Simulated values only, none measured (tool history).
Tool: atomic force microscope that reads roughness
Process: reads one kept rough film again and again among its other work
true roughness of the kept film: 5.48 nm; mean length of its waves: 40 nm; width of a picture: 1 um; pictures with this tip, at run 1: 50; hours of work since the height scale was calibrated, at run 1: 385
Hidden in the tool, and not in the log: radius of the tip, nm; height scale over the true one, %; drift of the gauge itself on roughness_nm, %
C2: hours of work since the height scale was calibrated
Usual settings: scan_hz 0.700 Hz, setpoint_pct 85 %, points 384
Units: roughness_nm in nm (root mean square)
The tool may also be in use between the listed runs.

Run 1, hour 0.0: usual settings; pictures with this tip 50; C2 385. Result: roughness_nm 4.640 nm (root mean square).
Run 2, hour 35.0: usual settings; pictures with this tip 105; C2 412. Result: roughness_nm 4.666 nm (root mean square).
At hour 54.7: new tip fitted.
Run 3, hour 93.3: usual settings; pictures with this tip 61; C2 456. Result: roughness_nm 4.669 nm (root mean square).
Run 4, hour 122.4: usual settings; pictures with this tip 107; C2 478. Result: roughness_nm 4.649 nm (root mean square).
At hour 142.4: new tip fitted.
Run 5, hour 149.4: usual settings but scan_hz 1.770 Hz; pictures with this tip 11; C2 498. Result: roughness_nm 4.192 nm (root mean square).
Run 6, hour 205.0: usual settings but scan_hz 1.770 Hz; pictures with this tip 98; C2 540. Result: roughness_nm 4.184 nm (root mean square).
At hour 232.5: new tip fitted.
Run 7, hour 264.3: usual settings; pictures with this tip 50; C2 585. Result: roughness_nm 4.634 nm (root mean square).
Run 8, hour 315.0: usual settings but scan_hz 3.104 Hz; pictures with this tip 130; C2 624. Result: roughness_nm 3.768 nm (root mean square).
At hour 318.9: new tip fitted.
Run 9, hour 345.2: usual settings but scan_hz 3.104 Hz; pictures with this tip 41; C2 646. Result: roughness_nm 3.781 nm (root mean square).
Run 10, hour 375.2: usual settings but scan_hz 3.104 Hz; pictures with this tip 88; C2 669. Result: roughness_nm 3.792 nm (root mean square).
At hour 410.0: new tip fitted.
Run 11, hour 422.0: usual settings; pictures with this tip 19; C2 704. Result: roughness_nm 4.650 nm (root mean square).
Run 12, hour 456.5: usual settings but setpoint_pct 78 %; pictures with this tip 73; C2 731. Result: roughness_nm 4.711 nm (root mean square).
Run 13, hour 494.6: usual settings but setpoint_pct 78 %; pictures with this tip 133; C2 760. Result: roughness_nm 4.718 nm (root mean square).
At hour 498.5: new tip fitted.
Run 14, hour 532.0: usual settings but setpoint_pct 78 %; pictures with this tip 52; C2 788. Result: roughness_nm 4.753 nm (root mean square).
Run 15, hour 570.0: usual settings but points 361; pictures with this tip 112; C2 817. Result: roughness_nm 4.642 nm (root mean square).
At hour 585.0: new tip fitted.
Run 16, hour 627.8: usual settings but setpoint_pct 83 %, points 723; pictures with this tip 67; C2 860. Result: roughness_nm 4.671 nm (root mean square).
At hour 673.1: new tip fitted.
Run 17, hour 679.1: usual settings but setpoint_pct 66 %, points 723; pictures with this tip 9; C2 899. Result: roughness_nm 4.880 nm (root mean square).
Run 18, hour 722.7: usual settings but scan_hz 0.637 Hz, setpoint_pct 62 %, points 316; pictures with this tip 78; C2 932. Result: roughness_nm 4.908 nm (root mean square).
Run 19, hour 758.6: usual settings but scan_hz 3.400 Hz, setpoint_pct 88 %, points 753; pictures with this tip 134; C2 959. Result: roughness_nm 3.555 nm (root mean square).
At hour 764.6: new tip fitted.
Run 20, hour 802.1: usual settings but scan_hz 3.172 Hz, setpoint_pct 80 %; pictures with this tip 58; C2 992. Result: roughness_nm 3.971 nm (root mean square).
Run 21, hour 842.1: usual settings but scan_hz 3.172 Hz, setpoint_pct 80 %; pictures with this tip 121; C2 1022. Result: roughness_nm 3.953 nm (root mean square).
At hour 854.6: new tip fitted.
Run 22, hour 883.4: usual settings but scan_hz 1.223 Hz, setpoint_pct 67 %, points 593; pictures with this tip 45; C2 1054. Result: roughness_nm 4.760 nm (root mean square).
Run 23, hour 939.9: usual settings but setpoint_pct 65 %, points 839; pictures with this tip 134; C2 1097. Result: roughness_nm 4.855 nm (root mean square).
At hour 944.4: new tip fitted.
Run 24, hour 965.2: usual settings but points 357; pictures with this tip 32; C2 1115. Result: roughness_nm 4.629 nm (root mean square).
Run 25, hour 1001.8: usual settings but setpoint_pct 66 %, points 696; pictures with this tip 90; C2 1143. Result: roughness_nm 4.852 nm (root mean square).
At hour 1033.2: new tip fitted.
Run 26, hour 1040.2: usual settings but scan_hz 3.725 Hz, setpoint_pct 89 %, points 634; pictures with this tip 11; C2 1172. Result: roughness_nm 3.391 nm (root mean square).
Run 27, hour 1087.7: usual settings but scan_hz 3.725 Hz, setpoint_pct 62 %, points 498; pictures with this tip 86; C2 1208. Result: roughness_nm 4.485 nm (root mean square).
At hour 1120.4: new tip fitted.
Run 28, hour 1126.4: usual settings but scan_hz 3.725 Hz, setpoint_pct 62 %, points 498; pictures with this tip 9; C2 1237. Result: roughness_nm 4.509 nm (root mean square).
Run 29, hour 1176.5: usual settings but scan_hz 3.725 Hz, setpoint_pct 57 %, points 498; pictures with this tip 88; C2 1275. Result: roughness_nm 4.596 nm (root mean square).

Forecast each of these 3 alternatives for the next run:
At hour 1208.7: new tip fitted.
Run A, hour 1216.9: usual settings but scan_hz 1.522 Hz, setpoint_pct 87 %, points 819; pictures with this tip 13; C2 1306. Result: roughness_nm ?.
At hour 1208.7: new tip fitted.
Run B, hour 1216.9: usual settings but scan_hz 3.476 Hz; pictures with this tip 13; C2 1306. Result: roughness_nm ?.
At hour 1208.7: new tip fitted.
Run C, hour 1216.9: usual settings but scan_hz 1.265 Hz, setpoint_pct 57 %, points 350; pictures with this tip 13; C2 1306. Result: roughness_nm ?.

run  roughness_nm
  A         4.260
  B         3.661
  C         4.844
Without the tool's hidden state the same runs would have given:
run  roughness_nm
  A         4.263
  B         3.663
  C         4.848

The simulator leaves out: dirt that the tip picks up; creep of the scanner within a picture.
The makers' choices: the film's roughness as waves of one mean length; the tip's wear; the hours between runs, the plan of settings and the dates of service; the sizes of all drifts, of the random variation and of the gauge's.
